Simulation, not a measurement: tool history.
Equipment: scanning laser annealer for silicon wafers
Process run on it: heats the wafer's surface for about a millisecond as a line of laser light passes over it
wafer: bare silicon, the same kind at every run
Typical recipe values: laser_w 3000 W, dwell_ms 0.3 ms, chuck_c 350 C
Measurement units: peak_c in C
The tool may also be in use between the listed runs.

run,day,laser_w,dwell_ms,chuck_c,peak_c
1,0,3000,0.3,350,1079
2,1.35,3000,0.3,350,1076
3,2.729,3000,0.3,350,1075
4,3.333,3000,0.3,350,1078
5,4.617,3000,0.3,350,1076
6,5.212,3000,0.3,350,1073
7,6.267,3000,0.3,350,1073
8,7.004,3000,0.3,350,1074
9,7.746,3000,0.3,350,1075
10,8.721,3000,0.3,350,1075
11,9.608,3000,0.3,350,1070
12,10.592,3000,0.3,350,1069
13,11.504,3271,0.3,350,1139
14,12.171,3271,0.3,352,1144
15,13.058,3000,0.3,375,1095
16,14.229,3000,0.3,375,1097
17,15.325,3000,0.3,375,1092
18,15.879,3000,0.3,375,1092
19,17.233,3000,0.3,375,1090
20,18.367,3000,0.258,350,1009
21,19.475,3000,0.258,341,1001
22,20.096,3000,0.258,341,997
23,21.296,2908,0.323,338,1053
24,22.162,3093,0.367,387,1210
25,22.825,3093,0.367,387,1205
26,24.108,3093,0.367,387,1208
27,24.988,2661,0.212,361,873
28,26,2661,0.212,361,875
29,27.217,2661,0.221,361,889
30,28.079,2837,0.256,361,970
31,29.108,2837,0.256,361,973
32,30.442,3208,0.263,388,1089
33,31.696,3063,0.251,363,1017
34,32.362,3270,0.228,363,1029
35,33.55,3270,0.228,363,1026
36,34.829,2888,0.325,320,1021
37,35.642,2888,0.357,321,1064
38,36.725,3159,0.3,318,1062
39,37.783,3226,0.373,374,1229
40,38.708,2711,0.271,338,928

Branching from run 40: 4 alternative next runs. What would each branch give?
A,39.529,2919,0.271,338,?
B,39.529,2985,0.291,338,?
C,39.529,2587,0.265,350,?
D,39.529,3000,0.333,350,?

run,peak_c
A,980
B,1022
C,904
D,1090
The same runs, with their run-to-run variation unchanged, on a tool lacking any hidden condition would have given:
run,peak_c
A,1011
B,1055
C,931
D,1126

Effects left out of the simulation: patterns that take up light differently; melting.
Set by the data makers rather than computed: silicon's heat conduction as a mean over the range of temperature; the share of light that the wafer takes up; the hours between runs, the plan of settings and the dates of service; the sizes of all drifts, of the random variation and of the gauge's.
